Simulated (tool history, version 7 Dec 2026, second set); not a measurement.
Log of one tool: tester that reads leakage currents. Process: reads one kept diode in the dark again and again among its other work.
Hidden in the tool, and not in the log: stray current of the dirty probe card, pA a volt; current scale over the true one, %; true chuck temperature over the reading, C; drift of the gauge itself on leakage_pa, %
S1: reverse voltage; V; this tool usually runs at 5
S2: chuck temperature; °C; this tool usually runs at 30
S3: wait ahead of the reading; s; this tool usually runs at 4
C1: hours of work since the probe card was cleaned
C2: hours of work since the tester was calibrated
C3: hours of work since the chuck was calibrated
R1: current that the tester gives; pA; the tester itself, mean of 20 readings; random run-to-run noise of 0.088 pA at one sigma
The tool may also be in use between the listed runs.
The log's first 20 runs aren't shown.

run 21 hour=636.8 | S1=5 S2=45 S3=0.68 | C1=692 C2=40 C3=2096 | R1=72.28
run 22 hour=679.4 | S1=6.03 S2=28 S3=1.9 | C1=723 C2=71 C3=2127 | R1=24.09
run 23 hour=705.5 | S1=9.78 S2=22 S3=1.06 | C1=742 C2=90 C3=2146 | R1=22.87
run 24 hour=748.8 | S1=5.6 S2=52 S3=3.65 | C1=774 C2=122 C3=2178 | R1=121.64
-- hour=786.7 tester calibrated, once more
run 25 hour=788.1 | S1=1.97 S2=21 S3=1.72 | C1=802 C2=1 C3=2206 | R1=7.78
run 26 hour=810.2 | S1=1.97 S2=21 S3=1.72 | C1=818 C2=17 C3=2222 | R1=7.75
run 27 hour=830.8 | S1=5 S2=29 S3=2.97 | C1=833 C2=32 C3=2237 | R1=23.1
run 28 hour=851 | S1=5 S2=48 S3=1.14 | C1=848 C2=47 C3=2252 | R1=87.99
run 29 hour=870.5 | S1=2.65 S2=30 S3=1.64 | C1=862 C2=62 C3=2266 | R1=17.49
run 30 hour=910.7 | S1=6.41 S2=52 S3=4.69 | C1=892 C2=91 C3=2296 | R1=128.85
run 31 hour=949.8 | S1=9.13 S2=59 S3=4 | C1=921 C2=120 C3=2325 | R1=246.09
run 32 hour=977.6 | S1=9.13 S2=38 S3=4 | C1=941 C2=141 C3=2345 | R1=60.28
run 33 hour=1014.1 | S1=9.13 S2=32 S3=4 | C1=968 C2=168 C3=2372 | R1=40.03
run 34 hour=1051.1 | S1=9.13 S2=32 S3=4 | C1=996 C2=195 C3=2399 | R1=40.35
-- hour=1068.8 chuck's temperature calibrated
run 35 hour=1097.5 | S1=9.13 S2=32 S3=4 | C1=1028 C2=228 C3=21 | R1=44.25
run 36 hour=1122.6 | S1=3.84 S2=52 S3=2.6 | C1=1047 C2=246 C3=40 | R1=109.1
run 37 hour=1165.6 | S1=8.79 S2=22 S3=3.69 | C1=1078 C2=278 C3=71 | R1=23.11
run 38 hour=1185.6 | S1=6.13 S2=39 S3=2.71 | C1=1093 C2=292 C3=86 | R1=57.21
run 39 hour=1216.7 | S1=7.45 S2=21 S3=4 | C1=1116 C2=315 C3=109 | R1=19.63

Branching from run 39: 5 alternative next runs. What would each branch give?
run A hour=1251.8 | S1=6.07 S2=28 S3=2.02 | C1=1142 C2=341 C3=135 | R1=?
run B hour=1251.8 | S1=10.17 S2=27 S3=4 | C1=1142 C2=341 C3=135 | R1=?
run C hour=1251.8 | S1=1.52 S2=50 S3=2.22 | C1=1142 C2=341 C3=135 | R1=?
run D hour=1251.8 | S1=7.45 S2=21 S3=1.01 | C1=1142 C2=341 C3=135 | R1=?
run E hour=1251.8 | S1=3 S2=21 S3=9.01 | C1=1142 C2=341 C3=135 | R1=?

run=A R1=27.51
run=B R1=34.55
run=C R1=59.34
run=D R1=21.14
run=E R1=11.09
With no hidden state in the tool, these same runs would have given:
run=A R1=23.36
run=B R1=27.55
run=C R1=58.63
run=D R1=15.95
run=E R1=9.03
